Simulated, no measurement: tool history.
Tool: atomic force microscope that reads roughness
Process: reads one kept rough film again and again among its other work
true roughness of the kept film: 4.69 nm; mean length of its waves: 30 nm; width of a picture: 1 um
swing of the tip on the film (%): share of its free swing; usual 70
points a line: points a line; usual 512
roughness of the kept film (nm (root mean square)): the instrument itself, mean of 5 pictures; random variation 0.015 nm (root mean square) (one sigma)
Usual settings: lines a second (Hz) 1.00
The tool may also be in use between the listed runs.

run	hour	lines a second (Hz)	swing of the tip on the film (%)	points a line	roughness of the kept film (nm (root mean square))
1	0.0	1.00	70	512	2.718
2	30.1	1.00	61	512	3.607
3	56.6	1.00	61	512	3.361
4	95.6	2.27	70	512	2.855
5	138.5	2.27	70	512	2.676
6	176.4	2.27	70	512	3.422
7	218.2	2.27	70	512	3.091
8	243.5	2.27	70	512	2.928
9	273.9	1.00	57	512	3.003
10	305.0	1.00	57	512	2.800
11	345.7	1.00	57	512	3.555
12	373.4	1.00	57	512	3.329
13	402.1	1.00	57	512	3.114
14	441.0	0.80	57	512	2.891
15	468.8	0.80	57	923	3.875
16	500.8	1.00	70	695	3.493
17	532.9	1.00	70	695	3.250
18	567.2	1.00	70	695	3.048
19	589.2	1.00	70	695	2.909
20	614.1	1.00	70	695	2.773
21	644.6	1.00	70	695	3.539
22	681.5	1.00	70	558	3.270
23	705.1	1.00	70	558	3.105
24	740.8	1.00	70	558	2.916
25	778.4	1.00	70	558	3.749
26	812.3	1.00	70	558	3.426
27	844.3	1.00	65	512	3.271
28	869.2	1.00	56	885	3.141
29	910.0	1.00	56	604	2.932
30	936.9	1.00	56	604	3.771
31	966.2	1.04	56	604	3.527
32	1003.8	1.35	72	604	3.117
33	1032.8	1.35	72	604	2.883
34	1065.0	2.70	70	512	2.583
35	1090.5	2.06	80	512	3.266
36	1110.0	2.06	80	512	3.085
37	1139.8	1.85	87	431	2.773
38	1169.4	0.56	77	523	3.017
39	1190.6	1.00	66	417	2.911
40	1219.0	1.00	66	827	2.775
41	1241.4	3.98	64	828	3.381
42	1285.1	3.98	64	828	3.071
43	1313.4	1.00	84	512	2.949
44	1343.4	2.68	57	512	2.871
45	1370.5	0.81	57	312	2.809
46	1399.0	0.81	61	784	3.656
47	1442.4	1.07	56	323	3.316
48	1482.1	1.07	56	323	3.030
49	1522.4	1.07	56	323	2.808
50	1552.5	2.69	73	515	3.297
51	1593.7	3.10	70	384	2.983
52	1621.7	3.57	57	558	3.001

Taken out of this log: 13 entries between the listed runs. Where each belongs, and how the hidden state differs across it:
Between runs 1 and 2: new tip fitted (hour 8.5)
  radius of the tip, nm: 32 -> 13.6; height scale over the true one, %: 1.03 -> 1.06
  measured less the result without the state, roughness of the kept film (nm (root mean square)): -0.981 -> -0.181
Between runs 5 and 6: new tip fitted (hour 162.7)
  radius of the tip, nm: 30.1 -> 12.4; height scale over the true one, %: 1.18 -> 1.22
  measured less the result without the state, roughness of the kept film (nm (root mean square)): -0.876 -> -0.095
Between runs 10 and 11: new tip fitted (hour 315.0)
  radius of the tip, nm: 31.6 -> 15; height scale over the true one, %: 1.35 -> 1.39
  measured less the result without the state, roughness of the kept film (nm (root mean square)): -0.984 -> -0.253
Between runs 14 and 15: new tip fitted (hour 467.4)
  radius of the tip, nm: 29.3 -> 10.4; height scale over the true one, %: 1.49 -> 1.52
  measured less the result without the state, roughness of the kept film (nm (root mean square)): -0.896 -> +0.033
Between runs 20 and 21: new tip fitted (hour 620.9)
  radius of the tip, nm: 31.2 -> 13.9; height scale over the true one, %: 1.67 -> 1.7
  measured less the result without the state, roughness of the kept film (nm (root mean square)): -0.939 -> -0.171
Between runs 24 and 25: new tip fitted (hour 773.6)
  radius of the tip, nm: 27.4 -> 10.9; height scale over the true one, %: 1.8 -> 1.84
  measured less the result without the state, roughness of the kept film (nm (root mean square)): -0.800 -> +0.011
Between runs 26 and 27: height scale calibrated on a step standard (hour 816.3)
  radius of the tip, nm: 15.6 -> 20.5; height scale over the true one, %: 1.88 -> 2.8
  measured less the result without the state, roughness of the kept film (nm (root mean square)): -0.259 -> -0.479
Between runs 29 and 30: new tip fitted (hour 925.7)
  radius of the tip, nm: 29.9 -> 11.9; height scale over the true one, %: 2.87 -> 2.9
  measured less the result without the state, roughness of the kept film (nm (root mean square)): -0.889 -> -0.013
Between runs 32 and 33: height scale calibrated on a step standard, once more (hour 1013.9)
  radius of the tip, nm: 21.7 -> 25.6; height scale over the true one, %: 2.96 -> 0.19
  measured less the result without the state, roughness of the kept film (nm (root mean square)): -0.517 -> -0.761
Between runs 34 and 35: new tip fitted (hour 1079.9)
  radius of the tip, nm: 30 -> 12; height scale over the true one, %: 0.22 -> 0.25
  measured less the result without the state, roughness of the kept film (nm (root mean square)): -0.874 -> -0.100
Between runs 40 and 41: new tip fitted (hour 1231.6)
  radius of the tip, nm: 31 -> 11.4; height scale over the true one, %: 0.38 -> 0.41
  measured less the result without the state, roughness of the kept film (nm (root mean square)): -0.983 -> -0.070
Between runs 45 and 46: new tip fitted (hour 1384.7)
  radius of the tip, nm: 31 -> 13; height scale over the true one, %: 0.54 -> 0.57
  measured less the result without the state, roughness of the kept film (nm (root mean square)): -0.984 -> -0.163
Between runs 49 and 50: new tip fitted (hour 1538.4)
  radius of the tip, nm: 30.6 -> 12.2; height scale over the true one, %: 0.7 -> 0.73
  measured less the result without the state, roughness of the kept film (nm (root mean square)): -0.963 -> -0.101
